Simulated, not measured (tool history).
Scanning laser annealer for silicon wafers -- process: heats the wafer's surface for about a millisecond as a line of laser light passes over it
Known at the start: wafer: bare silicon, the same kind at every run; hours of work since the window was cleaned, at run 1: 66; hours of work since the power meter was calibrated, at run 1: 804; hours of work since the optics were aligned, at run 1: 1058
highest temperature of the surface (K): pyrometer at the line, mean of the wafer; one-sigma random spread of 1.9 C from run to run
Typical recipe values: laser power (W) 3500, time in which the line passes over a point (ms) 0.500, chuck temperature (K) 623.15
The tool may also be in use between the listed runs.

run   hour  laser power (W)  time in which the line passes over a point (ms)  chuck temperature (K)  hours of work since the window was cleaned  hours of work since the power meter was calibrated  hours of work since the optics were aligned  highest temperature of the surface (K)
  1    0.0             3500                                            0.500                 623.15                                          66                                                 804                                         1058                                 1430.15
  2   19.0             3199                                            0.500                 623.15                                          78                                                 816                                         1070                                 1354.15
  3   54.4             3199                                            0.500                 623.15                                         101                                                 838                                         1092                                 1347.15
  4   89.4             3500                                            0.381                 623.15                                         123                                                 860                                         1114                                 1326.15
  5  108.5             3500                                            0.381                 584.15                                         135                                                 872                                         1126                                 1283.15
  6  143.9             3500                                            0.381                 584.15                                         157                                                 895                                         1148                                 1288.15
  7  168.0             3517                                            0.500                 623.15                                         172                                                 910                                         1164                                 1427.15
  8  191.4             3517                                            0.500                 623.15                                         187                                                 925                                         1178                                 1428.15
  9  214.1             3517                                            0.500                 623.15                                         201                                                 939                                         1193                                 1420.15
 10  255.8             3517                                            0.500                 623.15                                         227                                                 965                                         1219                                 1421.15
 11  294.7             3500                                            0.500                 623.15                                         252                                                 990                                         1243                                 1415.15
 12  313.9             3500                                            0.570                 623.15                                         264                                                1002                                         1255                                 1467.15
 13  333.9             3500                                            0.500                 623.15                                         277                                                1014                                         1268                                 1411.15
 14  353.5             3500                                            0.375                 623.15                                         289                                                1027                                         1280                                 1310.15
 15  371.2             3500                                            0.375                 623.15                                         300                                                1038                                         1292                                 1308.15
 16  405.9             3369                                            0.478                 623.15                                         322                                                1060                                         1313                                 1359.15
     412.9  -- optics aligned, line set to its width
 17  428.7             3369                                            0.478                 623.15                                         333                                                1071                                           10                                 1355.15
 18  453.2             3369                                            0.478                 623.15                                         349                                                1086                                           25                                 1354.15
 19  478.7             3369                                            0.478                 623.15                                         365                                                1102                                           41                                 1352.15
 20  517.3             3832                                            0.378                 629.15                                         389                                                1127                                           66                                 1383.15
 21  543.7             3467                                            0.500                 594.15                                         406                                                1143                                           82                                 1364.15

Predict the results of run 22:
     575.8  -- optics aligned, line set to its width, once more
 22  584.5             3681                                            0.357                 658.15                                         428                                                1166                                            5                                       ?

{"run 22": {"highest temperature of the surface (K)": 1366.15}}
On a tool with no hidden condition, and with the same random variation, this run would have come out at highest temperature of the surface (K) 1403.15.
